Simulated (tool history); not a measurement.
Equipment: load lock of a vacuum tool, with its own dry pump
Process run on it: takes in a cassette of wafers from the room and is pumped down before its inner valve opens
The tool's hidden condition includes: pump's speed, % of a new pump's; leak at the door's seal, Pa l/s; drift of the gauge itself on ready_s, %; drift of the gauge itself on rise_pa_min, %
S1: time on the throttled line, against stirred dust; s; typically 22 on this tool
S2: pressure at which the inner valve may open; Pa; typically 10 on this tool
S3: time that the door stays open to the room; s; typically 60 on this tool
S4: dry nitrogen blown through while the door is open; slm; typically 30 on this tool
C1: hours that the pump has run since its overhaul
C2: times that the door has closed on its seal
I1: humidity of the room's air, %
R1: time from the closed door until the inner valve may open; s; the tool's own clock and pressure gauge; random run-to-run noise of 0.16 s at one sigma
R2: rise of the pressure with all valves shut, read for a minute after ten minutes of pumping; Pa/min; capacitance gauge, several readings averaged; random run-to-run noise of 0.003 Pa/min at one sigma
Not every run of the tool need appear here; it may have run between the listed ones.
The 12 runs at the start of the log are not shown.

{"run": 13, "hour": 1182.8, "S1": 22, "S2": 10, "S3": 60, "S4": 30, "C1": 22945, "C2": 5222, "I1": 43.6, "R1": 46.1, "R2": 0.051}
{"run": 14, "hour": 1248.0, "S1": 22, "S2": 10, "S3": 60, "S4": 30, "C1": 23011, "C2": 5338, "I1": 47.3, "R1": 46.4, "R2": 0.05}
{"hour": 1266.2, "done": "dry pump taken out, an overhauled one fitted"}
{"run": 15, "hour": 1313.5, "S1": 43, "S2": 10, "S3": 60, "S4": 30, "C1": 47, "C2": 5444, "I1": 46.1, "R1": 61.0, "R2": 0.055}
{"run": 16, "hour": 1433.5, "S1": 15, "S2": 10, "S3": 60, "S4": 30, "C1": 167, "C2": 5657, "I1": 44.4, "R1": 38.4, "R2": 0.052}
{"run": 17, "hour": 1492.9, "S1": 29, "S2": 10, "S3": 60, "S4": 30, "C1": 227, "C2": 5762, "I1": 44.3, "R1": 49.8, "R2": 0.06}
{"run": 18, "hour": 1590.9, "S1": 29, "S2": 10, "S3": 60, "S4": 30, "C1": 325, "C2": 5936, "I1": 43.0, "R1": 49.9, "R2": 0.051}
{"run": 19, "hour": 1659.4, "S1": 29, "S2": 10, "S3": 60, "S4": 30, "C1": 393, "C2": 6058, "I1": 45.9, "R1": 49.9, "R2": 0.052}
{"run": 20, "hour": 1748.3, "S1": 20, "S2": 13, "S3": 60, "S4": 13, "C1": 482, "C2": 6216, "I1": 43.2, "R1": 41.9, "R2": 0.061}
{"run": 21, "hour": 1850.1, "S1": 20, "S2": 13, "S3": 60, "S4": 13, "C1": 584, "C2": 6397, "I1": 43.3, "R1": 41.9, "R2": 0.061}
{"run": 22, "hour": 1937.1, "S1": 20, "S2": 13, "S3": 60, "S4": 13, "C1": 671, "C2": 6552, "I1": 43.5, "R1": 41.8, "R2": 0.06}
{"run": 23, "hour": 2079.3, "S1": 22, "S2": 10, "S3": 105, "S4": 23, "C1": 813, "C2": 6804, "I1": 42.9, "R1": 44.3, "R2": 0.069}
{"run": 24, "hour": 2187.8, "S1": 16, "S2": 16, "S3": 75, "S4": 5, "C1": 922, "C2": 6997, "I1": 45.4, "R1": 38.1, "R2": 0.082}
{"run": 25, "hour": 2307.6, "S1": 11, "S2": 10, "S3": 61, "S4": 32, "C1": 1041, "C2": 7210, "I1": 43.5, "R1": 35.6, "R2": 0.059}
{"run": 26, "hour": 2385.7, "S1": 11, "S2": 10, "S3": 61, "S4": 32, "C1": 1119, "C2": 7349, "I1": 43.5, "R1": 35.6, "R2": 0.055}
{"run": 27, "hour": 2527.0, "S1": 22, "S2": 8, "S3": 60, "S4": 30, "C1": 1261, "C2": 7600, "I1": 45.0, "R1": 44.8, "R2": 0.067}
{"run": 28, "hour": 2625.9, "S1": 22, "S2": 8, "S3": 60, "S4": 30, "C1": 1360, "C2": 7776, "I1": 40.7, "R1": 44.9, "R2": 0.062}
{"run": 29, "hour": 2732.8, "S1": 22, "S2": 9, "S3": 42, "S4": 30, "C1": 1467, "C2": 7966, "I1": 47.4, "R1": 44.5, "R2": 0.053}
{"run": 30, "hour": 2865.7, "S1": 22, "S2": 9, "S3": 42, "S4": 30, "C1": 1599, "C2": 8202, "I1": 47.3, "R1": 44.6, "R2": 0.059}
{"run": 31, "hour": 2935.4, "S1": 22, "S2": 10, "S3": 55, "S4": 24, "C1": 1669, "C2": 8326, "I1": 46.1, "R1": 44.5, "R2": 0.067}
{"run": 32, "hour": 3077.0, "S1": 21, "S2": 10, "S3": 60, "S4": 30, "C1": 1811, "C2": 8577, "I1": 44.7, "R1": 43.5, "R2": 0.069}
{"run": 33, "hour": 3179.0, "S1": 13, "S2": 10, "S3": 94, "S4": 21, "C1": 1913, "C2": 8759, "I1": 47.4, "R1": 37.4, "R2": 0.088}

What will run 34 give?
{"run": 34, "hour": 3306.1, "S1": 12, "S2": 10, "S3": 44, "S4": 21, "C1": 2040, "C2": 8984, "I1": 47.1, "R1": "?", "R2": "?"}

R1: 36.3 s
R2: 0.065 Pa/min
Had the tool carried no hidden state, the very same run would have given R1 36.1 s, R2 0.029 Pa/min.
